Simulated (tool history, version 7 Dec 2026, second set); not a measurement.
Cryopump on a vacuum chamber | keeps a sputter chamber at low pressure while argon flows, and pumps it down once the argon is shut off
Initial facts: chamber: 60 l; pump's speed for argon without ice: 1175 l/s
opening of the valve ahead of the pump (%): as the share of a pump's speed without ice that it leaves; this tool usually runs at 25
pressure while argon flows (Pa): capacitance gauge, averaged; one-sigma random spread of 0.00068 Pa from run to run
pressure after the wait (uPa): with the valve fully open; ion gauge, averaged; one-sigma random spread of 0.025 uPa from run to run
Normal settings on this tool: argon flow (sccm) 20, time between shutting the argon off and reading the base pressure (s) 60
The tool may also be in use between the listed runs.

run   hour  argon flow (sccm)  time between shutting the argon off and reading the base pressure (s)  opening of the valve ahead of the pump (%)  pressure while argon flows (Pa)  pressure after the wait (uPa)
  1      0                 20                                                                     60                                          25                           0.1162                           1.47
  2   31.7                 20                                                                     60                                          25                            0.117                           1.55
  3   77.6                 20                                                                     60                                          25                            0.115                           1.58
  4  103.4                 20                                                                     54                                          25                           0.1169                           1.65
  5  134.9                 20                                                                     54                                          25                            0.117                           1.65
  6  182.5                 20                                                                     54                                          25                           0.1181                           1.69
  7  224.3                 20                                                                     54                                          25                           0.1175                           1.71
  8  257.2                 20                                                                     54                                          25                           0.1173                           1.71
  9  288.7                 20                                                                     54                                          25                           0.1181                           1.75
 10  317.9                 13                                                                     60                                          25                           0.0771                           1.66
 11  341.4                 20                                                                     60                                          17                           0.1734                           1.74
 12  392.9                 20                                                                     60                                          22                           0.1346                           1.71
 13  423.7                 20                                                                     60                                          25                            0.118                           1.78
 14  465.4                 20                                                                     60                                          25                           0.1189                           1.83
 15  509.2                 38                                                                     40                                          25                            0.227                           2.17
 16    539                 20                                                                    172                                          28                           0.1081                           1.36
 17  581.4                 27                                                                     53                                          40                           0.1053                           1.96
 18  609.4                 11                                                                     21                                          15                           0.1081                           3.21
 19  641.2                 33                                                                     30                                          34                           0.1489                           2.66
 20  679.2                 33                                                                     30                                          34                           0.1493                           2.63
 21  711.6                 33                                                                     30                                          34                           0.1491                           2.66
 22  759.8                 31                                                                     37                                          25                           0.1884                           2.42
 23  782.5                 31                                                                     37                                          25                           0.1894                           2.47
 24  820.1                 31                                                                     37                                          25                           0.1897                           2.56
 25  860.7                 26                                                                     78                                          45                           0.0932                           1.92
 26  911.6                 26                                                                     78                                          45                           0.0934                           1.94
 27  938.4                 25                                                                     60                                          20                           0.1901                           2.15

Alternative continuations, all from the tool just after run 27; predict every row:
  A  976.9                 11                                                                     33                                          25                                ?                              ?
  B  976.9                 20                                                                    130                                          25                                ?                              ?
  C  976.9                 12                                                                    103                                          20                                ?                              ?

run  pressure while argon flows (Pa)  pressure after the wait (uPa)
  A                           0.0682                           2.73
  B                            0.123                           1.79
  C                           0.0912                           1.93
With no hidden state in the tool, these same runs would have given:
run  pressure while argon flows (Pa)  pressure after the wait (uPa)
  A                           0.0635                           1.52
  B                           0.1146                           0.58
  C                           0.0861                           0.71
